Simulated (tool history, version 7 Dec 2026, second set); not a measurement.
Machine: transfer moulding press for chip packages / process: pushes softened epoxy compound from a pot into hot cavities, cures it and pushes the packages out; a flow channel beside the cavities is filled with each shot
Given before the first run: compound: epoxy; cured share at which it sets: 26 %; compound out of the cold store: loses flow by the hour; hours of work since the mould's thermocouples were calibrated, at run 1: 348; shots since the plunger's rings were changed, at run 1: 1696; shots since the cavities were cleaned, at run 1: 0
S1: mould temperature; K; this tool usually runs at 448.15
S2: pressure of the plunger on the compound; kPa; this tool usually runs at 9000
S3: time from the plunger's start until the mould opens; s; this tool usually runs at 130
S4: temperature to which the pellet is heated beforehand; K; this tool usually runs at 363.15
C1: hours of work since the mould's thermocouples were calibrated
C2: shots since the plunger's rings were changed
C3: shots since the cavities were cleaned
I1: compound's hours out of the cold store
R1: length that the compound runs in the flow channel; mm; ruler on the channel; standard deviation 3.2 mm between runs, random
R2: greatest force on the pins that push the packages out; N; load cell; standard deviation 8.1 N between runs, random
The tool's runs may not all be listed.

run,hour,S1,S2,S3,S4,C1,C2,C3,I1,R1,R2
1,0,448.15,9000,130,363.15,348,1696,0,42,681,361
2,15.3,448.15,9000,130,363.15,359,1840,144,28.3,725,370
3,28.9,448.15,9000,130,363.15,368,1967,271,15.4,768,361
4,38.6,448.15,9000,130,363.15,375,2057,361,9.9,790,372
5,48.7,445.15,9000,130,363.15,382,2152,456,13.8,790,423
6,60.6,445.15,9000,130,363.15,390,2263,567,19.6,769,417
7,69.6,448.15,9000,130,363.15,397,2347,651,23.5,736,361
8,80.5,448.15,9000,130,363.15,404,2448,752,29.6,727,364
9,92.3,448.15,9000,130,363.15,412,2559,863,27.2,724,363
10,98.8,448.15,9000,130,367.15,417,2619,923,47.7,663,355
# hour 107.5: cavities cleaned with cleaning compound and waxed
11,115.2,448.15,9000,130,367.15,427,2759,72,44,677,359
12,122.4,448.15,7780,130,363.15,432,2826,139,14.7,721,365
13,133.7,448.15,9000,130,363.15,440,2932,245,27.1,729,364
14,147.2,448.15,9000,130,363.15,450,3058,371,20.2,753,381
15,160.2,448.15,6850,130,363.15,459,3179,492,19.6,656,359
16,172.3,448.15,6850,130,363.15,467,3293,606,46.5,585,366
# hour 176.4: plunger's sealing rings changed
17,184.9,444.15,7170,159,353.15,474,79,700,20.3,686,361
18,194,444.15,7170,139,353.15,480,165,786,36.3,630,390
19,208.5,448.15,9000,130,370.15,490,300,921,21.1,751,360
# hour 218.1: cavities cleaned with cleaning compound and waxed
20,224.5,448.15,9140,130,366.15,500,436,61,21.6,747,348
21,236.7,448.15,9140,130,366.15,509,550,175,37.4,698,353
22,244.1,448.15,9140,130,366.15,514,619,244,25.3,743,351
23,251.9,448.15,9140,130,366.15,519,692,317,40.1,690,359
24,260.8,448.15,9140,130,366.15,526,774,399,41.3,684,361
# hour 265.6: mould's thermocouples calibrated
25,275.5,448.15,9000,118,362.15,7,893,518,21.4,743,415
26,284.7,448.15,9500,118,364.15,13,979,604,21.4,775,406
27,299.4,441.15,9000,130,363.15,23,1116,741,25.5,765,548
28,314.1,449.15,10720,130,353.15,34,1254,879,41.8,734,357
# hour 328.2: cavities cleaned with cleaning compound and waxed
29,330,448.15,7070,112,363.15,44,1388,16,16.6,677,441

For some of the steps in R2 from one run to the next: how much would appear even if the tool had no hidden state, given the settings, what came in and random variation, and how much remains for the hidden state plus any gauge scatter that the measured result and the result without hidden state don't share?
The hidden state here: true mould temperature over the reading, C; pressure that reaches the compound, % of what is set; grip of the stained cavities, % over clean ones'; drift of the gauge itself on flow_mm, %; drift of the gauge itself on push_out_n, %.
Run 19 -> 20: S2 9000 -> 9140, S4 370.15 -> 366.15, cavities cleaned with cleaning compound and waxed. R2 -12 N: hidden state -7, all else -5.
Run 26 -> 27: S1 448.15 -> 441.15, S2 9500 -> 9000, S3 118 -> 130, S4 364.15 -> 363.15. R2 +142 N: hidden state +4, all else +138.
Run 27 -> 28: S1 441.15 -> 449.15, S2 9000 -> 10720, S4 363.15 -> 353.15. R2 -191 N: hidden state -4, all else -187.
Run 28 -> 29: S1 449.15 -> 448.15, S2 10720 -> 7070, S3 130 -> 112, S4 353.15 -> 363.15, cavities cleaned with cleaning compound and waxed. R2 +84 N: hidden state -7, all else +91.
